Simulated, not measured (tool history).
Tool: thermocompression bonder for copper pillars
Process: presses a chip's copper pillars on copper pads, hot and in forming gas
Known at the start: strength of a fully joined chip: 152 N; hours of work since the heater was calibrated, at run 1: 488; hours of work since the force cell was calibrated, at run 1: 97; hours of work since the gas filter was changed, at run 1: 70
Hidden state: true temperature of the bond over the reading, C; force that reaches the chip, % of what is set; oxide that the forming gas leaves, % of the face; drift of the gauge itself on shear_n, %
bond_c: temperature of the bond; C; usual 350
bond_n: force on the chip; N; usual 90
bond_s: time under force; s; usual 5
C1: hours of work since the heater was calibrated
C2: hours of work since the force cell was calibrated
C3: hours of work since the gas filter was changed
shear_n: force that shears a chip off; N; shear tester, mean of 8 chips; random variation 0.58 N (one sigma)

Run 1, day 0.000: usual settings; C1 488; C2 97; C3 70. Result: shear_n 80.6 N.
Run 2, day 0.617: usual settings; C1 497; C2 105; C3 78. Result: shear_n 81.4 N.
Run 3, day 0.996: usual settings; C1 502; C2 110; C3 84. Result: shear_n 81.5 N.
Run 4, day 1.588: usual settings; C1 510; C2 119; C3 92. Result: shear_n 79.9 N.
Run 5, day 1.992: usual settings; C1 516; C2 124; C3 97. Result: shear_n 80.5 N.
Run 6, day 2.333: usual settings but bond_c 356 C; C1 520; C2 129; C3 102. Result: shear_n 83.6 N.
Run 7, day 2.629: usual settings but bond_c 356 C, bond_s 7 s; C1 524; C2 133; C3 106. Result: shear_n 94.3 N.
Run 8, day 3.312: usual settings but bond_c 356 C, bond_s 7 s; C1 534; C2 142; C3 115. Result: shear_n 93.9 N.
Run 9, day 3.858: usual settings; C1 541; C2 150; C3 123. Result: shear_n 80.6 N.
Run 10, day 4.512: usual settings but bond_s 12 s; C1 550; C2 159; C3 132. Result: shear_n 102.8 N.
At day 4.758: forming gas filter changed.
Run 11, day 5.121: usual settings but bond_n 103 N, bond_s 12 s; C1 558; C2 167; C3 5. Result: shear_n 112.0 N.
Run 12, day 5.604: usual settings but bond_n 103 N, bond_s 12 s; C1 565; C2 173; C3 12. Result: shear_n 112.3 N.
Run 13, day 6.175: usual settings but bond_n 103 N, bond_s 12 s; C1 573; C2 181; C3 19. Result: shear_n 112.3 N.
Run 14, day 6.662: usual settings but bond_n 103 N, bond_s 12 s; C1 579; C2 188; C3 26. Result: shear_n 111.0 N.
Run 15, day 7.329: usual settings but bond_c 342 C; C1 588; C2 197; C3 35. Result: shear_n 74.7 N.
Run 16, day 7.958: usual settings but bond_c 342 C; C1 597; C2 206; C3 44. Result: shear_n 74.6 N.
Run 17, day 8.300: usual settings but bond_n 60 N, bond_s 3 s; C1 602; C2 210; C3 49. Result: shear_n 52.3 N.
Run 18, day 8.742: usual settings but bond_c 325 C, bond_n 80 N, bond_s 4 s; C1 608; C2 216; C3 55. Result: shear_n 52.5 N.
Run 19, day 9.075: usual settings but bond_c 325 C, bond_n 80 N, bond_s 4 s; C1 612; C2 221; C3 59. Result: shear_n 51.8 N.
Run 20, day 9.421: usual settings but bond_n 80 N, bond_s 4 s; C1 617; C2 226; C3 64. Result: shear_n 69.8 N.
Run 21, day 9.771: usual settings but bond_n 80 N, bond_s 4 s; C1 622; C2 230; C3 69. Result: shear_n 68.7 N.
Run 22, day 10.146: usual settings but bond_n 104 N, bond_s 4 s; C1 627; C2 236; C3 74. Result: shear_n 81.7 N.
Run 23, day 10.654: usual settings but bond_c 322 C, bond_s 3 s; C1 634; C2 243; C3 81. Result: shear_n 48.0 N.
Run 24, day 11.029: usual settings but bond_c 336 C, bond_n 57 N, bond_s 3 s; C1 639; C2 248; C3 86. Result: shear_n 42.1 N.
Run 25, day 11.404: usual settings but bond_c 342 C, bond_n 76 N, bond_s 11 s; C1 644; C2 253; C3 91. Result: shear_n 86.8 N.
Run 26, day 11.829: usual settings but bond_c 342 C, bond_n 76 N, bond_s 11 s; C1 650; C2 259; C3 97. Result: shear_n 87.1 N.
Run 27, day 12.158: usual settings but bond_n 119 N; C1 655; C2 263; C3 101. Result: shear_n 91.3 N.
Run 28, day 12.646: usual settings but bond_c 367 C, bond_n 99 N, bond_s 7 s; C1 661; C2 270; C3 108. Result: shear_n 105.9 N.
Run 29, day 13.242: usual settings but bond_c 367 C, bond_n 66 N, bond_s 13 s; C1 670; C2 278; C3 116. Result: shear_n 104.1 N.
Run 30, day 13.671: usual settings but bond_c 378 C, bond_n 96 N; C1 675; C2 284; C3 122. Result: shear_n 103.2 N.
Run 31, day 14.046: usual settings but bond_c 371 C, bond_n 83 N, bond_s 6 s; C1 681; C2 289; C3 127. Result: shear_n 96.2 N.
At day 14.617: forming gas filter changed.
Run 32, day 14.671: usual settings but bond_c 341 C, bond_n 98 N, bond_s 14 s; C1 689; C2 297; C3 1. Result: shear_n 106.9 N.

Measured less the same run without the tool's hidden state. The same run-to-run variation is in both; the gauge's scatter may not be:
run  shear_n
  1     -3.9
  2     -4.2
  3     -4.3
  4     -4.6
  5     -4.7
  6     -4.9
  7     -5.5
  8     -5.9
  9     -5.6
 10     -7.0
 11     -2.3
 12     -2.5
 13     -2.9
 14     -3.1
 15     -3.2
 16     -3.5
 17     -2.7
 18     -3.1
 19     -3.2
 20     -3.8
 21     -3.8
 22     -4.5
 23     -3.4
 24     -3.0
 25     -5.4
 26     -5.6
 27     -5.8
 28     -6.3
 29     -6.5
 30     -6.6
 31     -6.7
 32     -3.0

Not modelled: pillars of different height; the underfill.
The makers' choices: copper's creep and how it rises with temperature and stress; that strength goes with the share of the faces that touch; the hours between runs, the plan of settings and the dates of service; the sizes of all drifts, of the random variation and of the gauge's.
